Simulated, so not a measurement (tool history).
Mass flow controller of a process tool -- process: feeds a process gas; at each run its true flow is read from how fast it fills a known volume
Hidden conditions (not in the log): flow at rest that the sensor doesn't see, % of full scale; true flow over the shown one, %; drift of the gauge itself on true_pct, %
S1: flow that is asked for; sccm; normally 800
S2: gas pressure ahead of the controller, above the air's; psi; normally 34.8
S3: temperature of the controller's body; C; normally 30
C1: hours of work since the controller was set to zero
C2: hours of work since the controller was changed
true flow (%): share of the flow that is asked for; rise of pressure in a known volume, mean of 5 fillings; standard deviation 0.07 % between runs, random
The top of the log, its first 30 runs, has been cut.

run 31 hour=7015.1 | S1=305 S2=28.1 S3=20 | C1=2039 C2=2039 | true_flow_(%)=98.20
run 32 hour=7353.6 | S1=800 S2=34.8 S3=22 | C1=2271 C2=2271 | true_flow_(%)=99.06
run 33 hour=7570.3 | S1=800 S2=28.3 S3=25 | C1=2419 C2=2419 | true_flow_(%)=98.76
run 34 hour=7715.3 | S1=183 S2=35.0 S3=30 | C1=2518 C2=2518 | true_flow_(%)=97.91
run 35 hour=7962.3 | S1=800 S2=26.8 S3=34 | C1=2688 C2=2688 | true_flow_(%)=98.64
run 36 hour=8220.5 | S1=800 S2=27.3 S3=26 | C1=2865 C2=2865 | true_flow_(%)=98.71
run 37 hour=8474.4 | S1=800 S2=27.3 S3=26 | C1=3039 C2=3039 | true_flow_(%)=98.69
run 38 hour=8653.1 | S1=767 S2=32.2 S3=36 | C1=3161 C2=3161 | true_flow_(%)=98.30
run 39 hour=8903.9 | S1=153 S2=27.4 S3=29 | C1=3333 C2=3333 | true_flow_(%)=98.15
run 40 hour=9161.5 | S1=176 S2=34.8 S3=24 | C1=3510 C2=3510 | true_flow_(%)=98.00
run 41 hour=9395.0 | S1=176 S2=34.8 S3=24 | C1=3670 C2=3670 | true_flow_(%)=98.08
run 42 hour=9732.9 | S1=132 S2=33.9 S3=30 | C1=3901 C2=3901 | true_flow_(%)=98.24

Here are 3 independent what-if runs from the current tool condition. What would each one return?
run A hour=10015.6 | S1=823 S2=39.5 S3=24 | C1=4095 C2=4095 | true_flow_(%)=?
run B hour=10015.6 | S1=840 S2=34.8 S3=26 | C1=4095 C2=4095 | true_flow_(%)=?
run C hour=10015.6 | S1=197 S2=33.9 S3=33 | C1=4095 C2=4095 | true_flow_(%)=?

run=A true_flow_(%)=98.30
run=B true_flow_(%)=98.34
run=C true_flow_(%)=97.67
Take away the tool's hidden state, keep each run's random variation, and the runs would have read:
run=A true_flow_(%)=99.57
run=B true_flow_(%)=99.62
run=C true_flow_(%)=97.94
